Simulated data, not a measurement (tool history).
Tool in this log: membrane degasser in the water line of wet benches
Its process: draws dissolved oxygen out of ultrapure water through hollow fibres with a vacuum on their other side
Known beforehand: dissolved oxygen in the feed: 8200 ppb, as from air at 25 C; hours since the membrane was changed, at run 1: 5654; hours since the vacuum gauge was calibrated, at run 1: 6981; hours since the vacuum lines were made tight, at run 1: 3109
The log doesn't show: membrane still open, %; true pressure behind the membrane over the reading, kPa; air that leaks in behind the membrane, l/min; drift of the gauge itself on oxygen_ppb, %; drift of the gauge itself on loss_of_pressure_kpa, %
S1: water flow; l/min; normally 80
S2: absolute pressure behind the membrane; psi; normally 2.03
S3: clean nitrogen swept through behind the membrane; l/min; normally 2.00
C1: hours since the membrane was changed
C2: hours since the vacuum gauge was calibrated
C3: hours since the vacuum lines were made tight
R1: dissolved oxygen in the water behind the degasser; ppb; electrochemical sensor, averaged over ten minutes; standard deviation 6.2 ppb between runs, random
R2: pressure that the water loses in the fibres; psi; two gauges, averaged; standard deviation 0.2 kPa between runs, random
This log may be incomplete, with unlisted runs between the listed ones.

run 1 day=0.000 | S1=80 S2=2.03 S3=2.00 | C1=5654 C2=6981 C3=3109 | R1=870.5 R2=6.071
run 2 day=5.571 | S1=80 S2=2.03 S3=2.00 | C1=5788 C2=7115 C3=3243 | R1=851.7 R2=6.035
run 3 day=11.438 | S1=80 S2=2.03 S3=2.00 | C1=5929 C2=7256 C3=3384 | R1=853.5 R2=5.990
run 4 day=13.908 | S1=80 S2=2.03 S3=2.00 | C1=5988 C2=7315 C3=3443 | R1=865.0 R2=5.989
run 5 day=18.483 | S1=80 S2=2.03 S3=2.00 | C1=6098 C2=7425 C3=3553 | R1=866.0 R2=5.954
run 6 day=20.912 | S1=80 S2=2.03 S3=2.00 | C1=6156 C2=7483 C3=3611 | R1=848.5 R2=6.084
run 7 day=25.771 | S1=80 S2=2.03 S3=2.00 | C1=6273 C2=7600 C3=3728 | R1=852.7 R2=6.012
run 8 day=29.950 | S1=108 S2=2.03 S3=2.00 | C1=6373 C2=7700 C3=3828 | R1=1153.9 R2=8.179
run 9 day=33.925 | S1=80 S2=2.03 S3=2.00 | C1=6469 C2=7795 C3=3924 | R1=862.3 R2=6.021
run 10 day=39.329 | S1=80 S2=2.03 S3=2.00 | C1=6598 C2=7925 C3=4053 | R1=858.8 R2=6.012
run 11 day=42.129 | S1=80 S2=2.03 S3=2.00 | C1=6665 C2=7992 C3=4120 | R1=860.3 R2=6.074
run 12 day=47.404 | S1=80 S2=2.03 S3=2.00 | C1=6792 C2=8119 C3=4247 | R1=868.3 R2=6.018
run 13 day=51.471 | S1=80 S2=2.03 S3=2.00 | C1=6890 C2=8217 C3=4345 | R1=857.5 R2=6.074
-- day=53.050 vacuum gauge calibrated
run 14 day=54.733 | S1=80 S2=2.03 S3=2.00 | C1=6967 C2=40 C3=4422 | R1=859.7 R2=6.031
run 15 day=58.208 | S1=80 S2=2.03 S3=2.00 | C1=7051 C2=124 C3=4506 | R1=875.5 R2=6.021
run 16 day=61.808 | S1=80 S2=2.03 S3=2.00 | C1=7137 C2=210 C3=4592 | R1=851.9 R2=6.055
run 17 day=64.379 | S1=80 S2=2.03 S3=0.85 | C1=7199 C2=272 C3=4654 | R1=1470.1 R2=6.034
run 18 day=69.525 | S1=53 S2=4.25 S3=1.55 | C1=7322 C2=395 C3=4777 | R1=1573.6 R2=3.971
run 19 day=74.404 | S1=80 S2=2.03 S3=4.53 | C1=7440 C2=513 C3=4895 | R1=475.4 R2=6.007
run 20 day=80.171 | S1=73 S2=2.03 S3=0.89 | C1=7578 C2=651 C3=5033 | R1=1360.5 R2=5.565
run 21 day=85.246 | S1=93 S2=2.03 S3=1.50 | C1=7700 C2=773 C3=5155 | R1=1183.1 R2=6.994
run 22 day=89.667 | S1=66 S2=2.86 S3=1.50 | C1=7806 C2=879 C3=5261 | R1=1261.3 R2=4.960
run 23 day=92.833 | S1=88 S2=3.70 S3=2.79 | C1=7882 C2=955 C3=5337 | R1=1349.8 R2=6.624
run 24 day=97.942 | S1=88 S2=3.70 S3=2.79 | C1=8004 C2=1077 C3=5459 | R1=1363.6 R2=6.673
run 25 day=100.700 | S1=114 S2=2.03 S3=0.97 | C1=8071 C2=1144 C3=5526 | R1=1766.8 R2=8.612
run 26 day=103.846 | S1=61 S2=2.03 S3=3.12 | C1=8146 C2=1219 C3=5601 | R1=471.8 R2=4.625
run 27 day=109.108 | S1=80 S2=1.87 S3=2.05 | C1=8272 C2=1345 C3=5727 | R1=768.6 R2=6.073
run 28 day=112.333 | S1=115 S2=4.12 S3=4.78 | C1=8350 C2=1423 C3=5805 | R1=1323.0 R2=8.665
run 29 day=115.646 | S1=115 S2=4.12 S3=2.73 | C1=8429 C2=1502 C3=5884 | R1=1873.0 R2=8.675
run 30 day=118.246 | S1=118 S2=4.12 S3=2.38 | C1=8492 C2=1565 C3=5947 | R1=2082.1 R2=8.959
-- day=120.329 seals of the vacuum lines changed
run 31 day=121.667 | S1=118 S2=4.12 S3=2.38 | C1=8572 C2=1645 C3=32 | R1=2085.3 R2=8.897
run 32 day=124.075 | S1=118 S2=4.12 S3=2.38 | C1=8630 C2=1703 C3=90 | R1=2087.7 R2=8.900

Here are 4 independent what-if runs from the current tool condition. What would each one return?
run A day=127.258 | S1=49 S2=2.07 S3=1.62 | C1=8706 C2=1779 C3=166 | R1=? R2=?
run B day=127.258 | S1=126 S2=2.05 S3=1.23 | C1=8706 C2=1779 C3=166 | R1=? R2=?
run C day=127.258 | S1=113 S2=2.06 S3=2.55 | C1=8706 C2=1779 C3=166 | R1=? R2=?
run D day=127.258 | S1=83 S2=2.07 S3=1.23 | C1=8706 C2=1779 C3=166 | R1=? R2=?

run=A R1=668.5 R2=3.665
run=B R1=1723.3 R2=9.503
run=C R1=1067.0 R2=8.486
run=D R1=1253.4 R2=6.260
With no hidden state in the tool, these same runs would have given:
run=A R1=668.2 R2=3.662
run=B R1=1722.1 R2=9.494
run=C R1=1066.0 R2=8.477
run=D R1=1252.7 R2=6.254
